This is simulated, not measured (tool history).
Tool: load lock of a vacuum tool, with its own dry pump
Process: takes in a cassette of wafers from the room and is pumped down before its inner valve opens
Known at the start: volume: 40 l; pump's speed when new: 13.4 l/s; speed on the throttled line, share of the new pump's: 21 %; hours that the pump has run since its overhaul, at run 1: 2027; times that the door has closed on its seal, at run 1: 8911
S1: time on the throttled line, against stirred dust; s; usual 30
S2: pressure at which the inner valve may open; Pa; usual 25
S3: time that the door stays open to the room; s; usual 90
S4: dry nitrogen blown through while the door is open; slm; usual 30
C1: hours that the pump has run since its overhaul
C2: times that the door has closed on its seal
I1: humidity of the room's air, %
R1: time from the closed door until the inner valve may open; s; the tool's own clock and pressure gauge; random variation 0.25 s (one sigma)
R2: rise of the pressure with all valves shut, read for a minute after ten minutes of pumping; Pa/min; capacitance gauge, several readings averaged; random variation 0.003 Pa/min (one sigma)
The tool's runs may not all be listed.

Run 1, hour 0: usual settings; C1 2027; C2 8911; I1 45.5. Result: R1 49.1 s, R2 0.066 Pa/min.
Run 2, hour 98.1: usual settings; C1 2125; C2 9218; I1 43.6. Result: R1 49 s, R2 0.065 Pa/min.
Run 3, hour 190.1: usual settings; C1 2217; C2 9506; I1 46.5. Result: R1 48.6 s, R2 0.063 Pa/min.
Run 4, hour 299.9: usual settings; C1 2327; C2 9850; I1 47.5. Result: R1 48.8 s, R2 0.064 Pa/min.
Run 5, hour 368.1: usual settings but S1 16 s; C1 2395; C2 10063; I1 46.3. Result: R1 37.7 s, R2 0.069 Pa/min.
Run 6, hour 449.4: usual settings; C1 2476; C2 10318; I1 45.1. Result: R1 48.8 s, R2 0.068 Pa/min.
Run 7, hour 546.8: usual settings but S2 32 Pa; C1 2574; C2 10623; I1 45.5. Result: R1 48.1 s, R2 0.077 Pa/min.
Run 8, hour 672.7: usual settings but S2 39 Pa; C1 2700; C2 11017; I1 45.6. Result: R1 47.2 s, R2 0.07 Pa/min.
Run 9, hour 784.2: usual settings but S2 39 Pa; C1 2811; C2 11366; I1 48.1. Result: R1 47.3 s, R2 0.076 Pa/min.
Run 10, hour 887.6: usual settings but S2 39 Pa; C1 2915; C2 11690; I1 45. Result: R1 47.8 s, R2 0.072 Pa/min.
Run 11, hour 941.8: usual settings; C1 2969; C2 11860; I1 48.8. Result: R1 49.1 s, R2 0.075 Pa/min.
Run 12, hour 1001.7: usual settings; C1 3029; C2 12047; I1 45.7. Result: R1 48.8 s, R2 0.079 Pa/min.
Run 13, hour 1086.2: usual settings; C1 3113; C2 12312; I1 47. Result: R1 48.5 s, R2 0.085 Pa/min.
Run 14, hour 1193.8: usual settings but S3 142 s; C1 3221; C2 12649; I1 48.2. Result: R1 48.8 s, R2 0.092 Pa/min.
Run 15, hour 1281.8: usual settings; C1 3309; C2 12925; I1 42.7. Result: R1 48.8 s, R2 0.082 Pa/min.
Run 16, hour 1363: usual settings but S2 38 Pa; C1 3390; C2 13179; I1 44.6. Result: R1 47.4 s, R2 0.086 Pa/min.
Run 17, hour 1457.2: usual settings but S2 38 Pa; C1 3484; C2 13474; I1 45.8. Result: R1 47.9 s, R2 0.089 Pa/min.
Run 18, hour 1543.1: usual settings but S2 40 Pa; C1 3570; C2 13743; I1 45.9. Result: R1 47.3 s, R2 0.088 Pa/min.
Run 19, hour 1650.8: usual settings but S2 40 Pa; C1 3678; C2 14080; I1 44.6. Result: R1 47.5 s, R2 0.089 Pa/min.
Run 20, hour 1737.6: usual settings but S1 21 s, S2 37 Pa, S3 137 s, S4 4 slm; C1 3765; C2 14352; I1 44.8. Result: R1 40.7 s, R2 0.144 Pa/min.
Run 21, hour 1825.4: usual settings but S1 21 s, S2 37 Pa, S3 137 s, S4 4 slm; C1 3852; C2 14627; I1 42.3. Result: R1 40.2 s, R2 0.151 Pa/min.
Run 22, hour 1944.7: usual settings but S1 21 s, S2 34 Pa, S3 137 s, S4 4 slm; C1 3972; C2 15001; I1 47.3. Result: R1 40.7 s, R2 0.159 Pa/min.
Run 23, hour 2031.3: usual settings but S1 21 s, S2 34 Pa, S3 137 s, S4 4 slm; C1 4058; C2 15272; I1 46.1. Result: R1 41 s, R2 0.157 Pa/min.
Run 24, hour 2096.3: usual settings but S1 21 s, S2 34 Pa, S3 137 s, S4 19 slm; C1 4123; C2 15475; I1 45.7. Result: R1 41.2 s, R2 0.123 Pa/min.
Run 25, hour 2175.3: usual settings but S1 21 s, S2 43 Pa, S3 58 s, S4 11 slm; C1 4202; C2 15723; I1 44.4. Result: R1 40.3 s, R2 0.104 Pa/min.
Run 26, hour 2229.7: usual settings but S1 21 s, S2 43 Pa, S3 58 s, S4 11 slm; C1 4257; C2 15894; I1 46.5. Result: R1 40.5 s, R2 0.11 Pa/min.
Run 27, hour 2309.2: usual settings but S1 54 s, S2 43 Pa, S3 207 s, S4 11 slm; C1 4336; C2 16142; I1 46.2. Result: R1 65.8 s, R2 0.169 Pa/min.
Run 28, hour 2375.1: usual settings but S1 49 s, S2 34 Pa, S3 65 s, S4 29 slm; C1 4402; C2 16349; I1 44.4. Result: R1 62.2 s, R2 0.098 Pa/min.
Run 29, hour 2433.2: usual settings but S1 49 s, S2 34 Pa, S3 65 s, S4 29 slm; C1 4460; C2 16531; I1 43. Result: R1 63.1 s, R2 0.104 Pa/min.
Run 30, hour 2507.6: usual settings but S1 49 s, S2 34 Pa, S3 65 s, S4 29 slm; C1 4535; C2 16764; I1 42.5. Result: R1 62.5 s, R2 0.101 Pa/min.
Run 31, hour 2597.3: usual settings but S1 49 s, S2 20 Pa, S3 160 s, S4 42 slm; C1 4624; C2 17045; I1 49. Result: R1 64.7 s, R2 0.12 Pa/min.
Run 32, hour 2661.7: usual settings but S1 49 s, S2 20 Pa, S3 160 s, S4 42 slm; C1 4689; C2 17246; I1 43.5. Result: R1 64.4 s, R2 0.119 Pa/min.
Run 33, hour 2765.5: usual settings but S1 36 s, S3 97 s; C1 4792; C2 17571; I1 45.2. Result: R1 53.5 s, R2 0.115 Pa/min.
Run 34, hour 2819.6: usual settings but S1 36 s, S3 97 s; C1 4847; C2 17741; I1 44.1. Result: R1 53.7 s, R2 0.116 Pa/min.
Run 35, hour 2883.7: usual settings but S1 36 s, S2 23 Pa, S3 113 s; C1 4911; C2 17942; I1 43.6. Result: R1 53.9 s, R2 0.125 Pa/min.
Run 36, hour 2971.7: usual settings but S1 36 s, S2 23 Pa, S3 113 s; C1 4999; C2 18217; I1 43.3. Result: R1 53.8 s, R2 0.129 Pa/min.
Run 37, hour 3085.5: usual settings but S1 36 s, S2 43 Pa, S4 4 slm; C1 5112; C2 18573; I1 47.3. Result: R1 52.1 s, R2 0.157 Pa/min.

4 ways to go on from here, each from the tool as it stands after run 37. What would each give?
Run A, hour 3162.7: usual settings but S3 44 s, S4 17 slm; C1 5190; C2 18815; I1 47.3. Result: R1 ?, R2 ?.
Run B, hour 3162.7: usual settings but S1 36 s, S2 35 Pa, S3 146 s, S4 4 slm; C1 5190; C2 18815; I1 46.8. Result: R1 ?, R2 ?.
Run C, hour 3162.7: usual settings but S2 24 Pa, S3 45 s, S4 39 slm; C1 5190; C2 18815; I1 47.7. Result: R1 ?, R2 ?.
Run D, hour 3162.7: usual settings but S1 16 s, S4 6 slm; C1 5190; C2 18815; I1 47.2. Result: R1 ?, R2 ?.

run    R1     R2
  A  48.8  0.115
  B  52.8  0.195
  C  49.2   0.11
  D  38.5  0.157
Without the tool's hidden state the same runs would have given:
run    R1     R2
  A  48.2  0.024
  B  52.3  0.101
  C  48.5  0.019
  D  37.7  0.066

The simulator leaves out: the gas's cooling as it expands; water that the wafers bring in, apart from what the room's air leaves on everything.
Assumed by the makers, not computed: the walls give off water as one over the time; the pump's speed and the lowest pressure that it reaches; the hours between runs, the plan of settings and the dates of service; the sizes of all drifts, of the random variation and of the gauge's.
